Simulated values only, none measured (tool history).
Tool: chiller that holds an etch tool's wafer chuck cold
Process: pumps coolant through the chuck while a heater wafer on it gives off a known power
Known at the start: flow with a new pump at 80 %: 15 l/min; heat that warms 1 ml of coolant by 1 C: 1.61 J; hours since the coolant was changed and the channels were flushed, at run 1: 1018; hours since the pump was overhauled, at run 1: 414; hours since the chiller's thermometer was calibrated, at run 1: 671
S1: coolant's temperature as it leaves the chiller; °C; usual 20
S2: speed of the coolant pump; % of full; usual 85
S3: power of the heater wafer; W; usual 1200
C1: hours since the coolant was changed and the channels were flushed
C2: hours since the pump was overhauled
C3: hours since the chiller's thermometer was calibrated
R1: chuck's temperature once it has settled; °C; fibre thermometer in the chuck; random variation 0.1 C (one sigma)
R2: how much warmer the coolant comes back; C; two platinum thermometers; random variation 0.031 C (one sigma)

| run | hour | S1 | S2 | S3 | C1 | C2 | C3 | R1 | R2 |
|---|---|---|---|---|---|---|---|---|---|
| 1 | 0 | 20 | 85 | 1200 | 1018 | 414 | 671 | 27.4 | 2.86 |
| 2 | 17.6 | 20 | 85 | 1200 | 1036 | 432 | 689 | 27.6 | 2.88 |
| 3 | 34.1 | 20 | 85 | 1200 | 1052 | 448 | 705 | 27.6 | 2.85 |
| 4 | 49.5 | 20 | 85 | 1200 | 1068 | 464 | 721 | 27.6 | 2.9 |
| 5 | 65.6 | 14 | 85 | 1200 | 1084 | 480 | 737 | 21.7 | 2.88 |
| 6 | 92.6 | 14 | 85 | 1200 | 1111 | 507 | 764 | 21.5 | 2.9 |
| 7 | 113.8 | 16 | 85 | 1200 | 1132 | 528 | 785 | 23.7 | 2.91 |
| 8 | 139.5 | 20 | 85 | 1021 | 1158 | 554 | 811 | 26.6 | 2.45 |
| 9 | 166 | 20 | 85 | 1021 | 1184 | 580 | 837 | 26.7 | 2.45 |
| 10 | 180.2 | 20 | 85 | 1021 | 1198 | 594 | 851 | 26.5 | 2.51 |
| 11 | 204.3 | 20 | 85 | 1021 | 1222 | 618 | 876 | 26.6 | 2.41 |
| 12 | 222.2 | 20 | 85 | 1081 | 1240 | 636 | 894 | 27 | 2.57 |
| 13 | 242.8 | 20 | 85 | 1081 | 1261 | 657 | 914 | 27.1 | 2.57 |

The next listed run, before its measurement:
| 14 | 271.4 | 20 | 85 | 1081 | 1290 | 686 | 943 | ? | ? |

{"run 14": {"R1": 27, "R2": 2.68}}
Without the tool's hidden state the same run would have given R1 26.3 °C, R2 2.6 C.
